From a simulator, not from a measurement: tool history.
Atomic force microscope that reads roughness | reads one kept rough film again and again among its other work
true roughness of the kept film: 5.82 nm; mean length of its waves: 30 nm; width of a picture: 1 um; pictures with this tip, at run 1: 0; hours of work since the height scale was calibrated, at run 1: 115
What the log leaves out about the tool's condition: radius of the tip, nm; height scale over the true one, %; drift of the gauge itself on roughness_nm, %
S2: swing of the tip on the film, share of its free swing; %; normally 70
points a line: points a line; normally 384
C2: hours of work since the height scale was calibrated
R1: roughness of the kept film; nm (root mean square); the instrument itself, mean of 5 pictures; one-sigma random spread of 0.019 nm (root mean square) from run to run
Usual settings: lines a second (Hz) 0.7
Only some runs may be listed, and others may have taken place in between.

run 1 hour=0 | lines_a_second_(Hz)=0.7 S2=70 points_a_line=384 | pictures_with_this_tip=0 C2=115 | R1=4.727
run 2 hour=8.7 | lines_a_second_(Hz)=0.7 S2=70 points_a_line=384 | pictures_with_this_tip=7 C2=119 | R1=4.688
run 3 hour=22 | lines_a_second_(Hz)=0.7 S2=70 points_a_line=459 | pictures_with_this_tip=19 C2=126 | R1=4.681
run 4 hour=38.2 | lines_a_second_(Hz)=0.7 S2=70 points_a_line=459 | pictures_with_this_tip=33 C2=134 | R1=4.64
run 5 hour=50.1 | lines_a_second_(Hz)=0.7 S2=70 points_a_line=459 | pictures_with_this_tip=43 C2=140 | R1=4.598
run 6 hour=66.5 | lines_a_second_(Hz)=0.7 S2=70 points_a_line=437 | pictures_with_this_tip=57 C2=148 | R1=4.582
run 7 hour=74.2 | lines_a_second_(Hz)=1.31 S2=70 points_a_line=384 | pictures_with_this_tip=64 C2=152 | R1=4.437
run 8 hour=81.9 | lines_a_second_(Hz)=0.7 S2=70 points_a_line=384 | pictures_with_this_tip=70 C2=156 | R1=4.497
run 9 hour=89.9 | lines_a_second_(Hz)=0.7 S2=70 points_a_line=384 | pictures_with_this_tip=77 C2=160 | R1=4.522
run 10 hour=106.2 | lines_a_second_(Hz)=0.7 S2=70 points_a_line=384 | pictures_with_this_tip=91 C2=168 | R1=4.475
run 11 hour=121.4 | lines_a_second_(Hz)=0.7 S2=70 points_a_line=384 | pictures_with_this_tip=104 C2=176 | R1=4.455
run 12 hour=129.3 | lines_a_second_(Hz)=0.7 S2=70 points_a_line=384 | pictures_with_this_tip=111 C2=180 | R1=4.439
run 13 hour=141.2 | lines_a_second_(Hz)=0.7 S2=70 points_a_line=384 | pictures_with_this_tip=121 C2=186 | R1=4.418
run 14 hour=148.1 | lines_a_second_(Hz)=0.7 S2=70 points_a_line=384 | pictures_with_this_tip=127 C2=189 | R1=4.371
run 15 hour=155.4 | lines_a_second_(Hz)=0.7 S2=70 points_a_line=384 | pictures_with_this_tip=133 C2=193 | R1=4.376
run 16 hour=166.2 | lines_a_second_(Hz)=1.008 S2=70 points_a_line=384 | pictures_with_this_tip=142 C2=199 | R1=4.296
run 17 hour=176.8 | lines_a_second_(Hz)=1.008 S2=70 points_a_line=384 | pictures_with_this_tip=152 C2=204 | R1=4.23
run 18 hour=189 | lines_a_second_(Hz)=0.7 S2=70 points_a_line=384 | pictures_with_this_tip=162 C2=210 | R1=4.293
run 19 hour=203.8 | lines_a_second_(Hz)=0.7 S2=70 points_a_line=384 | pictures_with_this_tip=175 C2=218 | R1=4.278
run 20 hour=212.5 | lines_a_second_(Hz)=0.7 S2=70 points_a_line=384 | pictures_with_this_tip=182 C2=222 | R1=4.274
run 21 hour=225.5 | lines_a_second_(Hz)=2.489 S2=90 points_a_line=642 | pictures_with_this_tip=193 C2=228 | R1=3.233
run 22 hour=238.2 | lines_a_second_(Hz)=0.691 S2=70 points_a_line=413 | pictures_with_this_tip=204 C2=235 | R1=4.224
run 23 hour=251.7 | lines_a_second_(Hz)=0.691 S2=70 points_a_line=552 | pictures_with_this_tip=216 C2=242 | R1=4.2
run 24 hour=260.9 | lines_a_second_(Hz)=0.691 S2=85 points_a_line=883 | pictures_with_this_tip=224 C2=246 | R1=4.017
run 25 hour=275.6 | lines_a_second_(Hz)=1.733 S2=70 points_a_line=623 | pictures_with_this_tip=236 C2=254 | R1=3.961
run 26 hour=289.2 | lines_a_second_(Hz)=1.733 S2=70 points_a_line=623 | pictures_with_this_tip=248 C2=261 | R1=3.924
run 27 hour=297.3 | lines_a_second_(Hz)=0.7 S2=57 points_a_line=290 | pictures_with_this_tip=255 C2=265 | R1=4.197
run 28 hour=310.8 | lines_a_second_(Hz)=1.45 S2=57 points_a_line=396 | pictures_with_this_tip=266 C2=271 | R1=4.096
run 29 hour=320.7 | lines_a_second_(Hz)=3.839 S2=70 points_a_line=285 | pictures_with_this_tip=275 C2=276 | R1=3.482
run 30 hour=331.5 | lines_a_second_(Hz)=1.895 S2=76 points_a_line=517 | pictures_with_this_tip=284 C2=282 | R1=3.699
run 31 hour=344.5 | lines_a_second_(Hz)=1.895 S2=76 points_a_line=517 | pictures_with_this_tip=295 C2=288 | R1=3.668
-- hour=350.6 new tip fitted
run 32 hour=355.6 | lines_a_second_(Hz)=0.577 S2=79 points_a_line=764 | pictures_with_this_tip=4 C2=294 | R1=4.633
run 33 hour=363.4 | lines_a_second_(Hz)=0.577 S2=79 points_a_line=764 | pictures_with_this_tip=11 C2=298 | R1=4.616
run 34 hour=371.6 | lines_a_second_(Hz)=1.594 S2=67 points_a_line=523 | pictures_with_this_tip=18 C2=302 | R1=4.475
run 35 hour=378.4 | lines_a_second_(Hz)=1.594 S2=67 points_a_line=523 | pictures_with_this_tip=24 C2=305 | R1=4.509
run 36 hour=392.3 | lines_a_second_(Hz)=2.849 S2=70 points_a_line=585 | pictures_with_this_tip=36 C2=312 | R1=4.126
run 37 hour=406.1 | lines_a_second_(Hz)=2.849 S2=70 points_a_line=585 | pictures_with_this_tip=48 C2=319 | R1=4.108
run 38 hour=413.1 | lines_a_second_(Hz)=0.7 S2=59 points_a_line=625 | pictures_with_this_tip=54 C2=323 | R1=4.677
run 39 hour=428.8 | lines_a_second_(Hz)=0.7 S2=58 points_a_line=577 | pictures_with_this_tip=67 C2=331 | R1=4.644
run 40 hour=436.1 | lines_a_second_(Hz)=1.443 S2=80 points_a_line=914 | pictures_with_this_tip=73 C2=334 | R1=4.15

Below, each run's measurement less what the same run would have read without the hidden state. Both values contain the same run-to-run variation, but the gauge's scatter may not be the same in both:
run=1 R1=-0.01
run=2 R1=-0.028
run=3 R1=-0.06
run=4 R1=-0.096
run=5 R1=-0.12
run=6 R1=-0.158
run=7 R1=-0.171
run=8 R1=-0.189
run=9 R1=-0.207
run=10 R1=-0.243
run=11 R1=-0.269
run=12 R1=-0.287
run=13 R1=-0.313
run=14 R1=-0.325
run=15 R1=-0.34
run=16 R1=-0.357
run=17 R1=-0.377
run=18 R1=-0.408
run=19 R1=-0.441
run=20 R1=-0.456
run=21 R1=-0.366
run=22 R1=-0.507
run=23 R1=-0.531
run=24 R1=-0.528
run=25 R1=-0.548
run=26 R1=-0.573
run=27 R1=-0.631
run=28 R1=-0.641
run=29 R1=-0.562
run=30 R1=-0.619
run=31 R1=-0.638
run=32 R1=-0.042
run=33 R1=-0.062
run=34 R1=-0.077
run=35 R1=-0.092
run=36 R1=-0.114
run=37 R1=-0.143
run=38 R1=-0.179
run=39 R1=-0.215
run=40 R1=-0.206
